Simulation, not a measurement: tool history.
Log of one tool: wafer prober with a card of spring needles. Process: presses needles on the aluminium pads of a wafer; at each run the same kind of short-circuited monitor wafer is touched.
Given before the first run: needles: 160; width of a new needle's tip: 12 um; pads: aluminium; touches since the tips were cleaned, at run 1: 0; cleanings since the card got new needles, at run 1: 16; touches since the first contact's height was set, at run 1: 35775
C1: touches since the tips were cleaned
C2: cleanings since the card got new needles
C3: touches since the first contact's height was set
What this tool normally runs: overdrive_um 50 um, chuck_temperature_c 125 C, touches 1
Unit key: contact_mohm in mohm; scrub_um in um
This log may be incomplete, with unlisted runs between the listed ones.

run 1 day=0 | overdrive_um=50 chuck_temperature_c=125 touches=1 | C1=0 C2=16 C3=35775 | contact_mohm=290 scrub_um=10.54
-- day=0.279 tips cleaned on abrasive film
run 2 day=0.3 | overdrive_um=59 chuck_temperature_c=125 touches=1 | C1=199 C2=17 C3=38261 | contact_mohm=297 scrub_um=12.74
-- day=0.558 tips cleaned on abrasive film
-- day=0.838 tips cleaned on abrasive film
run 3 day=0.862 | overdrive_um=59 chuck_temperature_c=33 touches=1 | C1=195 C2=19 C3=42873 | contact_mohm=267 scrub_um=12.56
-- day=1.112 tips cleaned on abrasive film
run 4 day=1.296 | overdrive_um=59 chuck_temperature_c=33 touches=1 | C1=1546 C2=20 C3=46469 | contact_mohm=286 scrub_um=12.49
-- day=1.379 tips cleaned on abrasive film
-- day=1.671 tips cleaned on abrasive film
run 5 day=1.758 | overdrive_um=59 chuck_temperature_c=33 touches=1 | C1=748 C2=22 C3=50281 | contact_mohm=274 scrub_um=12.6
-- day=1.942 tips cleaned on abrasive film
-- day=2.233 tips cleaned on abrasive film
run 6 day=2.346 | overdrive_um=57 chuck_temperature_c=125 touches=1 | C1=958 C2=24 C3=55118 | contact_mohm=306 scrub_um=12.16
-- day=2.496 tips cleaned on abrasive film
-- day=2.775 tips cleaned on abrasive film
run 7 day=2.904 | overdrive_um=50 chuck_temperature_c=52 touches=1 | C1=1090 C2=26 C3=59708 | contact_mohm=294 scrub_um=10.7
-- day=3.05 tips cleaned on abrasive film
-- day=3.321 tips cleaned on abrasive film
run 8 day=3.504 | overdrive_um=50 chuck_temperature_c=52 touches=1 | C1=1528 C2=28 C3=64644 | contact_mohm=304 scrub_um=10.66
-- day=3.592 tips cleaned on abrasive film
-- day=3.85 tips cleaned on abrasive film
run 9 day=3.958 | overdrive_um=50 chuck_temperature_c=52 touches=2 | C1=912 C2=30 C3=68401 | contact_mohm=282 scrub_um=10.57
-- day=4.108 tips cleaned on abrasive film
-- day=4.379 tips cleaned on abrasive film
run 10 day=4.442 | overdrive_um=50 chuck_temperature_c=125 touches=1 | C1=528 C2=32 C3=72354 | contact_mohm=310 scrub_um=10.63
-- day=4.654 tips cleaned on abrasive film
run 11 day=4.692 | overdrive_um=38 chuck_temperature_c=54 touches=1 | C1=311 C2=33 C3=74413 | contact_mohm=291 scrub_um=7.88
-- day=4.933 tips cleaned on abrasive film
-- day=5.221 tips cleaned on abrasive film
run 12 day=5.229 | overdrive_um=65 chuck_temperature_c=112 touches=1 | C1=67 C2=35 C3=78837 | contact_mohm=284 scrub_um=13.82
-- day=5.479 tips cleaned on abrasive film
run 13 day=5.546 | overdrive_um=53 chuck_temperature_c=112 touches=2 | C1=570 C2=36 C3=81452 | contact_mohm=292 scrub_um=11.21
-- day=5.758 tips cleaned on abrasive film
run 14 day=5.933 | overdrive_um=53 chuck_temperature_c=112 touches=2 | C1=1476 C2=37 C3=84659 | contact_mohm=307 scrub_um=11.01
-- day=6 height of the first contact set anew
-- day=6.054 tips cleaned on abrasive film
-- day=6.321 tips cleaned on abrasive film
run 15 day=6.442 | overdrive_um=53 chuck_temperature_c=112 touches=2 | C1=1028 C2=39 C3=3637 | contact_mohm=296 scrub_um=10.96
-- day=6.6 tips cleaned on abrasive film
-- day=6.867 tips cleaned on abrasive film
run 16 day=6.896 | overdrive_um=70 chuck_temperature_c=76 touches=1 | C1=228 C2=41 C3=7348 | contact_mohm=276 scrub_um=14.74
-- day=6.992 height of the first contact set anew, once more
-- day=7.142 tips cleaned on abrasive film
-- day=7.433 tips cleaned on abrasive film
run 17 day=7.433 | overdrive_um=50 chuck_temperature_c=123 touches=1 | C1=0 C2=43 C3=3589 | contact_mohm=289 scrub_um=10.71
-- day=7.717 tips cleaned on abrasive film
run 18 day=7.817 | overdrive_um=36 chuck_temperature_c=31 touches=2 | C1=834 C2=44 C3=6763 | contact_mohm=292 scrub_um=7.95
-- day=8.017 tips cleaned on abrasive film
run 19 day=8.158 | overdrive_um=50 chuck_temperature_c=44 touches=3 | C1=1180 C2=45 C3=9594 | contact_mohm=276 scrub_um=11
-- day=8.279 tips cleaned on abrasive film
-- day=8.562 tips cleaned on abrasive film
run 20 day=8.571 | overdrive_um=50 chuck_temperature_c=44 touches=3 | C1=56 C2=47 C3=12962 | contact_mohm=268 scrub_um=10.88

Forecast each of these 4 alternatives for the next run:
-- day=8.825 tips cleaned on abrasive film
-- day=9.096 tips cleaned on abrasive film
run A day=9.112 | overdrive_um=50 chuck_temperature_c=32 touches=3 | C1=120 C2=49 C3=17423 | contact_mohm=? scrub_um=?
-- day=8.825 tips cleaned on abrasive film
-- day=9.096 tips cleaned on abrasive film
run B day=9.112 | overdrive_um=45 chuck_temperature_c=69 touches=2 | C1=120 C2=49 C3=17423 | contact_mohm=? scrub_um=?
-- day=8.825 tips cleaned on abrasive film
-- day=9.096 tips cleaned on abrasive film
run C day=9.112 | overdrive_um=48 chuck_temperature_c=44 touches=2 | C1=120 C2=49 C3=17423 | contact_mohm=? scrub_um=?
-- day=8.825 tips cleaned on abrasive film
-- day=9.096 tips cleaned on abrasive film
run D day=9.112 | overdrive_um=31 chuck_temperature_c=31 touches=1 | C1=120 C2=49 C3=17423 | contact_mohm=? scrub_um=?

run=A contact_mohm=270 scrub_um=10.8
run=B contact_mohm=283 scrub_um=9.8
run=C contact_mohm=272 scrub_um=10.3
run=D contact_mohm=291 scrub_um=6.65
Had the tool no hidden state, the same runs would have come out as:
run=A contact_mohm=267 scrub_um=10.9
run=B contact_mohm=277 scrub_um=9.9
run=C contact_mohm=266 scrub_um=10.4
run=D contact_mohm=272 scrub_um=6.75
